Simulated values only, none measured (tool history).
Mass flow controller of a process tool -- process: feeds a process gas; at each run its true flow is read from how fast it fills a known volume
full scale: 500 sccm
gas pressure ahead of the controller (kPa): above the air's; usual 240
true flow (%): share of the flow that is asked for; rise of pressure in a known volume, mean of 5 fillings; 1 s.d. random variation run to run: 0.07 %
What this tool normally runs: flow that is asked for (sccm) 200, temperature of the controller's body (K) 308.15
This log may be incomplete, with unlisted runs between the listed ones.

run	day	flow that is asked for (sccm)	gas pressure ahead of the controller (kPa)	temperature of the controller's body (K)	true flow (%)
1	0	200	240	308.15	96.16
2	5.05	200	253	308.15	96.15
3	11.304	200	240	296.15	95.57
4	15.954	200	244	308.15	95.79
5	21.854	200	240	308.15	95.87
6	26.792	200	240	308.15	95.53
7	29.5	200	240	308.15	95.55
8	34.279	200	240	308.15	95.53
9	39.158	200	240	310.15	95.42
10	41.921	200	240	310.15	95.53
11	46.675	200	240	310.15	95.3
12	51.875	200	215	308.15	94.96
13	56.967	200	215	308.15	95.02
14	61.942	200	215	308.15	94.8
15	64.717	200	215	308.15	94.81
16	71.071	200	215	308.15	94.58
17	76.429	200	215	308.15	94.63
18	81.425	135	240	308.15	92.63
19	84.925	78	174	303.15	88.01
# day 90.85: controller's zero set anew
20	90.85	99	240	296.15	97.18
21	93.708	225	221	308.15	97.81
22	99.012	135	240	295.15	97.17
23	103.904	200	163	308.15	97.37
24	108.012	109	172	297.15	96.41
25	111.35	135	265	308.15	97.4
26	114.2	135	265	308.15	97.21
27	119.696	62	265	308.15	96.03
28	123.958	62	265	308.15	95.84
29	127.067	62	265	308.15	95.67
30	131.938	62	144	296.15	94.46
31	134.783	62	144	296.15	94.39
32	138.425	142	180	297.15	95.83
33	142.896	102	249	309.15	96.03

Predict each of these 3 candidate next runs independently; none follows another, all start after run 33:
A	148.112	57	252	309.15	?
B	148.112	200	180	308.15	?
C	148.112	200	240	296.15	?

run	true flow (%)
A	94.27
B	96.56
C	96.68
Take away the tool's hidden state, keep each run's random variation, and the runs would have read:
run	true flow (%)
A	98.48
B	98.74
C	98.86
